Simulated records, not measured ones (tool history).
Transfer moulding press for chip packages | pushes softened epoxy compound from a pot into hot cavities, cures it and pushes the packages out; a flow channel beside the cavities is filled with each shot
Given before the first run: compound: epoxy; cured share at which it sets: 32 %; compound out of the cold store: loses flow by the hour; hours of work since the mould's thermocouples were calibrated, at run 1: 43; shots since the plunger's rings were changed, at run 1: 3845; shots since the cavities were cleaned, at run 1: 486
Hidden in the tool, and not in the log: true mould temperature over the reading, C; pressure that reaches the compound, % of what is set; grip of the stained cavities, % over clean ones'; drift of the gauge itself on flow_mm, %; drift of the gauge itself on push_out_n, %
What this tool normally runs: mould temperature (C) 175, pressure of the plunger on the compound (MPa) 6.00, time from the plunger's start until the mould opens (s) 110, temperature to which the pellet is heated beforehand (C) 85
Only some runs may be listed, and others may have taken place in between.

run,day,mould temperature (C),pressure of the plunger on the compound (MPa),time from the plunger's start until the mould opens (s),temperature to which the pellet is heated beforehand (C),hours of work since the mould's thermocouples were calibrated,shots since the plunger's rings were changed,shots since the cavities were cleaned,incoming compound's hours out of the cold store,length that the compound runs in the flow channel (mm),greatest force on the pins that push the packages out (N)
1,0.000,175,6.00,110,85,43,3845,486,8.4,950,646
2,0.896,175,6.00,110,78,51,3984,625,47.7,767,629
3,1.846,175,7.05,110,85,61,4132,773,31.0,908,684
4,2.333,175,6.00,110,75,65,4207,848,34.5,837,683
# day 2.517: plunger's sealing rings changed
# day 2.662: cavities cleaned with cleaning compound and waxed
5,3.446,175,6.00,110,75,74,135,122,17.9,932,519
6,4.258,175,6.00,110,75,82,262,249,21.6,916,575
7,4.808,175,6.00,110,75,88,347,334,10.4,970,638
8,5.471,175,6.00,110,75,94,450,437,44.4,819,617
9,6.029,175,6.00,110,75,100,537,524,9.8,960,691
10,6.917,175,4.81,110,85,108,675,662,28.0,795,662
11,7.558,168,6.00,110,85,114,774,761,39.6,863,1020
12,8.117,168,6.00,110,85,120,862,849,18.3,963,1163
# day 8.304: cavities cleaned with cleaning compound and waxed
13,8.958,168,6.00,110,85,127,983,102,8.8,1003,916
14,9.496,168,6.00,110,85,132,1066,185,14.7,970,926
15,10.221,168,6.00,110,85,139,1179,298,16.6,963,983
16,10.746,168,6.00,110,85,145,1261,380,35.4,883,957
17,11.321,168,6.00,110,85,150,1350,469,39.6,853,961
18,11.721,180,6.00,132,85,154,1412,531,47.0,782,545
19,12.504,175,6.00,127,91,162,1534,653,17.4,917,594
20,13.392,175,6.00,127,91,170,1672,791,11.1,958,615
21,13.825,175,6.00,127,91,174,1739,858,8.4,964,626
# day 13.933: cavities cleaned with cleaning compound and waxed
22,14.354,183,5.69,127,91,179,1812,66,33.6,797,384
23,15.033,183,5.69,127,91,185,1918,172,20.1,847,423
24,15.862,175,6.33,110,85,193,2047,301,31.2,882,566
25,16.362,175,4.83,125,85,198,2124,378,40.9,737,521
26,17.312,175,4.83,125,82,207,2272,526,33.0,752,552
27,18.021,175,4.83,125,82,214,2382,636,35.3,754,590
28,18.862,175,5.66,110,86,222,2513,767,21.9,858,679
# day 19.571: cavities cleaned with cleaning compound and waxed
29,19.571,180,5.66,110,86,229,2614,1,13.3,882,407
30,20.262,171,6.22,113,87,235,2721,108,41.3,837,599

Below, each run's measurement less what the same run would have read without the hidden state. Both values contain the same run-to-run variation, but the gauge's scatter may not be the same in both:
run,length that the compound runs in the flow channel (mm),greatest force on the pins that push the packages out (N)
1,-39,+181
2,-33,+195
3,-41,+229
4,-38,+235
5,-3,+62
6,-4,+112
7,-5,+149
8,-5,+161
9,-7,+198
10,-7,+209
11,-9,+341
12,-11,+401
13,-13,+111
14,-13,+157
15,-14,+216
16,-14,+237
17,-14,+265
18,-14,+157
19,-17,+186
20,-19,+205
21,-20,+212
22,-17,+25
23,-20,+63
24,-21,+119
25,-18,+123
26,-20,+152
27,-20,+177
28,-25,+220
29,-27,+5
30,-26,+61
